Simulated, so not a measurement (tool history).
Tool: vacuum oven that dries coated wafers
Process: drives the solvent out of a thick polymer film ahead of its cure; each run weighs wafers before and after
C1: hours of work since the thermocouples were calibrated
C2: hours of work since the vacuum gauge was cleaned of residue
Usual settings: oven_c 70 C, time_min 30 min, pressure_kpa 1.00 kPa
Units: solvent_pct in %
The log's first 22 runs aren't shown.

{"run": 23, "day": 45.246, "oven_c": 70, "time_min": 30, "pressure_kpa": 1.0, "C1": 485, "C2": 2089, "solvent_pct": 3.55}
{"run": 24, "day": 46.933, "oven_c": 70, "time_min": 30, "pressure_kpa": 1.0, "C1": 514, "C2": 2119, "solvent_pct": 3.64}
{"run": 25, "day": 49.525, "oven_c": 70, "time_min": 30, "pressure_kpa": 1.0, "C1": 559, "C2": 2164, "solvent_pct": 3.6}
{"run": 26, "day": 51.542, "oven_c": 70, "time_min": 30, "pressure_kpa": 1.0, "C1": 594, "C2": 2198, "solvent_pct": 3.62}
{"run": 27, "day": 53.292, "oven_c": 70, "time_min": 44, "pressure_kpa": 1.0, "C1": 624, "C2": 2229, "solvent_pct": 2.37}
{"run": 28, "day": 55.275, "oven_c": 56, "time_min": 30, "pressure_kpa": 1.0, "C1": 659, "C2": 2263, "solvent_pct": 9.61}
{"run": 29, "day": 57.683, "oven_c": 67, "time_min": 34, "pressure_kpa": 2.07, "C1": 700, "C2": 2305, "solvent_pct": 5.43}
{"run": 30, "day": 60.167, "oven_c": 84, "time_min": 47, "pressure_kpa": 0.99, "C1": 743, "C2": 2348, "solvent_pct": 0.82}
{"run": 31, "day": 62.417, "oven_c": 79, "time_min": 18, "pressure_kpa": 1.69, "C1": 782, "C2": 2387, "solvent_pct": 3.11}
{"run": 32, "day": 64.254, "oven_c": 70, "time_min": 15, "pressure_kpa": 1.14, "C1": 814, "C2": 2419, "solvent_pct": 6.97}
{"run": 33, "day": 65.996, "oven_c": 70, "time_min": 23, "pressure_kpa": 2.55, "C1": 844, "C2": 2449, "solvent_pct": 6.23}
{"run": 34, "day": 67.692, "oven_c": 63, "time_min": 30, "pressure_kpa": 3.22, "C1": 874, "C2": 2478, "solvent_pct": 9.12}
{"run": 35, "day": 70.275, "oven_c": 74, "time_min": 30, "pressure_kpa": 3.22, "C1": 919, "C2": 2523, "solvent_pct": 4.39}
{"run": 36, "day": 71.654, "oven_c": 84, "time_min": 46, "pressure_kpa": 1.05, "C1": 943, "C2": 2547, "solvent_pct": 0.85}
{"run": 37, "day": 73.1, "oven_c": 57, "time_min": 19, "pressure_kpa": 0.65, "C1": 968, "C2": 2572, "solvent_pct": 10.76}
{"day": 74.271, "done": "vacuum gauge cleaned of residue and calibrated"}
{"run": 38, "day": 74.654, "oven_c": 70, "time_min": 30, "pressure_kpa": 1.66, "C1": 993, "C2": 7, "solvent_pct": 4.16}
{"run": 39, "day": 76.792, "oven_c": 70, "time_min": 30, "pressure_kpa": 1.66, "C1": 1030, "C2": 44, "solvent_pct": 4.22}
{"day": 77.233, "done": "oven's thermocouples calibrated"}
{"run": 40, "day": 79.488, "oven_c": 70, "time_min": 30, "pressure_kpa": 1.66, "C1": 39, "C2": 89, "solvent_pct": 3.5}
{"run": 41, "day": 80.829, "oven_c": 83, "time_min": 30, "pressure_kpa": 1.18, "C1": 62, "C2": 112, "solvent_pct": 0.82}
{"run": 42, "day": 81.925, "oven_c": 56, "time_min": 34, "pressure_kpa": 1.51, "C1": 81, "C2": 131, "solvent_pct": 8.87}
{"run": 43, "day": 83.658, "oven_c": 77, "time_min": 34, "pressure_kpa": 0.7, "C1": 111, "C2": 161, "solvent_pct": 0.96}
{"run": 44, "day": 86.1, "oven_c": 77, "time_min": 34, "pressure_kpa": 0.7, "C1": 154, "C2": 204, "solvent_pct": 0.82}
{"run": 45, "day": 88.696, "oven_c": 77, "time_min": 34, "pressure_kpa": 0.7, "C1": 199, "C2": 249, "solvent_pct": 0.83}
{"run": 46, "day": 90.442, "oven_c": 81, "time_min": 19, "pressure_kpa": 1.0, "C1": 229, "C2": 279, "solvent_pct": 1.53}
{"run": 47, "day": 93.121, "oven_c": 70, "time_min": 23, "pressure_kpa": 1.41, "C1": 275, "C2": 325, "solvent_pct": 4.53}

3 ways to go on from here, each from the tool as it stands after run 47. What would each give?
{"run": "A", "day": 95.675, "oven_c": 70, "time_min": 26, "pressure_kpa": 0.85, "C1": 320, "C2": 370, "solvent_pct": "?"}
{"run": "B", "day": 95.675, "oven_c": 70, "time_min": 17, "pressure_kpa": 2.51, "C1": 320, "C2": 370, "solvent_pct": "?"}
{"run": "C", "day": 95.675, "oven_c": 74, "time_min": 39, "pressure_kpa": 1.41, "C1": 320, "C2": 370, "solvent_pct": "?"}

run=A solvent_pct=3.46
run=B solvent_pct=6.58
run=C solvent_pct=1.71
Without the tool's hidden state the same runs would have given:
run=A solvent_pct=3.21
run=B solvent_pct=6.31
run=C solvent_pct=1.57

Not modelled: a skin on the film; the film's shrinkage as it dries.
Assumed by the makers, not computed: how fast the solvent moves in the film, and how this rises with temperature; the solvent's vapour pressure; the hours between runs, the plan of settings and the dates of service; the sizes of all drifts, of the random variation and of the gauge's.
